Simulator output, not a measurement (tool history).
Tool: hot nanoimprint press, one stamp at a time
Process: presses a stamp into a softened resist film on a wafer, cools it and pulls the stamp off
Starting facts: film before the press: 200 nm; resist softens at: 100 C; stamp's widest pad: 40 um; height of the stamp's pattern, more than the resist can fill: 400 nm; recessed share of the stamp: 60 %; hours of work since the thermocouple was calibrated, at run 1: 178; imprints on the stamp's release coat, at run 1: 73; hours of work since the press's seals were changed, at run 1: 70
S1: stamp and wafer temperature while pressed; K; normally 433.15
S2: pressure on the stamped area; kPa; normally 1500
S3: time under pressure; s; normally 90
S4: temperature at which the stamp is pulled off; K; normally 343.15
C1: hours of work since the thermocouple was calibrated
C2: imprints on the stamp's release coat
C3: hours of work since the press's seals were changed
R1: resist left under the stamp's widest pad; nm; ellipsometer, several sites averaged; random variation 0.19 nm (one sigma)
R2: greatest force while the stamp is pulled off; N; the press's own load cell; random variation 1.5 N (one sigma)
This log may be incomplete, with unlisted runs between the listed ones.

| run | hour | S1 | S2 | S3 | S4 | C1 | C2 | C3 | R1 | R2 |
|---|---|---|---|---|---|---|---|---|---|---|
| 1 | 0.0 | 433.15 | 1500 | 90 | 343.15 | 178 | 73 | 70 | 91.0 | 113 |
| 2 | 22.3 | 433.15 | 1500 | 90 | 343.15 | 188 | 110 | 80 | 91.4 | 114 |
| 3 | 56.5 | 433.15 | 1500 | 90 | 343.15 | 203 | 166 | 95 | 91.3 | 113 |
| 4 | 83.7 | 433.15 | 1500 | 90 | 343.15 | 215 | 211 | 106 | 91.0 | 114 |
| 5 | 105.0 | 433.15 | 1500 | 90 | 343.15 | 224 | 246 | 116 | 90.9 | 114 |
| 6 | 127.2 | 433.15 | 1500 | 167 | 343.15 | 234 | 283 | 125 | 72.8 | 112 |
| 7 | 149.4 | 444.15 | 1500 | 90 | 339.15 | 243 | 319 | 135 | 58.4 | 126 |
| 8 | 168.9 | 444.15 | 1500 | 90 | 339.15 | 252 | 352 | 143 | 58.5 | 127 |
| 9 | 195.0 | 439.15 | 1170 | 57 | 349.15 | 263 | 395 | 155 | 95.5 | 101 |
| 10 | 215.8 | 424.15 | 1080 | 55 | 351.15 | 272 | 429 | 164 | 159.0 | 96 |
| 11 | 243.2 | 424.15 | 1080 | 55 | 342.15 | 284 | 474 | 175 | 159.2 | 120 |

For some of the steps in R1 from one run to the next: how much would appear even if the tool had no hidden state, given the settings, what came in and random variation, and how much remains for the hidden state plus any gauge scatter that the measured result and the result without hidden state don't share?
What the log doesn't record here: true temperature over the reading, C; pressure that arrives at the usual setting, %; grip of the stamp's worn release coat, % over a new coat's; drift of the gauge itself on residual_nm, %; drift of the gauge itself on pull_off_n, %.
Run 9 -> 10: S1 439.15 -> 424.15, S2 1170 -> 1080, S3 57 -> 55, S4 349.15 -> 351.15. R1 +63.5 nm: hidden state -0.3, all else +63.8.
